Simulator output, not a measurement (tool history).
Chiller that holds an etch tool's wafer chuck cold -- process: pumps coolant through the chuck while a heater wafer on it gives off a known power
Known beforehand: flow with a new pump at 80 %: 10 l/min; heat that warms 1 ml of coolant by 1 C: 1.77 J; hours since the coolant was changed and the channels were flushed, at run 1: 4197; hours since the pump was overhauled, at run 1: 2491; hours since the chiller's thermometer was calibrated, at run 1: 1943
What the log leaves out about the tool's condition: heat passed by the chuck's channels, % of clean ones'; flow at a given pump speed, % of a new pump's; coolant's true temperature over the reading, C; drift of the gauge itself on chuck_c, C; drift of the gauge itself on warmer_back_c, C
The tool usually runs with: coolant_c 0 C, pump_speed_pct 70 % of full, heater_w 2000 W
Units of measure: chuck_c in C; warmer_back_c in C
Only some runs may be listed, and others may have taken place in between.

run,hour,coolant_c,pump_speed_pct,heater_w,hours since the coolant was changed and the channels were flushed,hours since the pump was overhauled,hours since the chiller's thermometer was calibrated,chuck_c,warmer_back_c
1,0,0,70,2000,4197,2491,1943,16.3,7.67
2,60.4,0,70,2000,4257,2551,2004,16.3,7.72
3,123.7,0,70,2000,4321,2614,2067,16.1,7.68
4,173.8,0,70,2000,4371,2664,2117,16.1,7.57
5,217,0,70,2000,4414,2708,2160,16.4,7.64
6,287.4,0,68,2000,4484,2778,2231,16.4,7.89
7,361.5,0,68,2000,4558,2852,2305,16.6,7.81
8,399.2,0,68,2000,4596,2890,2343,16.4,7.84
9,448.1,-4,70,2000,4645,2939,2392,12.3,7.64
10,492.9,5,70,2000,4690,2984,2436,21.3,7.64
11,566.5,0,99,2000,4763,3057,2510,13.4,5.44
12,611.3,0,70,2000,4808,3102,2555,16.3,7.54
13,649.2,0,70,2000,4846,3140,2593,16.2,7.68
14,710.8,-8,70,2000,4908,3201,2654,7.9,7.6
15,786.8,0,90,2000,4984,3277,2730,14.2,5.95
16,844.6,0,90,2000,5042,3335,2788,14.1,5.88
17,892.8,0,90,2000,5090,3383,2836,14.1,5.96

What does the tool deliver on the next run?
18,971,1,66,1905,5168,3462,2914,?,?

{"run 18": {"chuck_c": 17, "warmer_back_c": 7.64}}
Take away the tool's hidden state, keep the run-to-run variation as it was, and the same run would have given chuck_c 17 C, warmer_back_c 7.77 C.
